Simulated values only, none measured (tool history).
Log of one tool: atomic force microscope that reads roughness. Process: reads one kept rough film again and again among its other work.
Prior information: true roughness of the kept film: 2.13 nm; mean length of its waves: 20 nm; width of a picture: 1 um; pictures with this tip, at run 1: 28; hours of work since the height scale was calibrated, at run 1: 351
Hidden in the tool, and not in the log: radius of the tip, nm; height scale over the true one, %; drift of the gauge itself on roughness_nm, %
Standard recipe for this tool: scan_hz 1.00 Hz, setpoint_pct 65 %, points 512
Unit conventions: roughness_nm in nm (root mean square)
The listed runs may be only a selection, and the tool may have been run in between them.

run   hour  scan_hz  setpoint_pct  points  pictures with this tip  hours of work since the height scale was calibrated  roughness_nm
  1    0.0     1.00            65     512                      28                                                  351         1.672
  2   14.0     1.00            65     512                      43                                                  361         1.657
  3   32.5     1.00            65     512                      64                                                  375         1.637
  4   45.8     1.00            65     512                      79                                                  384         1.630
  5   53.9     1.00            65     512                      88                                                  390         1.593
  6   68.9     1.00            65     512                     105                                                  401         1.603
  7   81.3     2.51            65     512                     119                                                  410         1.556
  8   99.5     2.51            65     512                     139                                                  423         1.535
  9  110.6     2.51            65     512                     152                                                  431         1.543
 10  122.4     2.51            65     512                     165                                                  440         1.522
 11  136.5     2.34            55     332                     181                                                  450         1.505
 12  151.6     1.00            66     512                     198                                                  461         1.521
     154.0  -- height scale calibrated on a step standard
 13  168.9     1.00            66     512                     216                                                   11         1.515
 14  187.2     0.65            71     399                     237                                                   24         1.474
 15  205.7     2.22            61     336                     257                                                   37         1.437
 16  222.9     2.22            61     336                     277                                                   50         1.420
 17  238.9     2.58            78     372                     295                                                   62         1.361
 18  252.9     2.58            78     802                     310                                                   72         1.342

For each entry between runs, how does the tool's hidden state at the last listed run before it compare with that at the first listed run after it?
Run 12 -> run 13: height scale calibrated on a step standard (hour 154.0)
  radius of the tip, nm: 17.6 -> 18.2; height scale over the true one, %: 0.27 -> 0.36
  measured minus no-state result, roughness_nm: -0.196 -> -0.210 nm (root mean square)

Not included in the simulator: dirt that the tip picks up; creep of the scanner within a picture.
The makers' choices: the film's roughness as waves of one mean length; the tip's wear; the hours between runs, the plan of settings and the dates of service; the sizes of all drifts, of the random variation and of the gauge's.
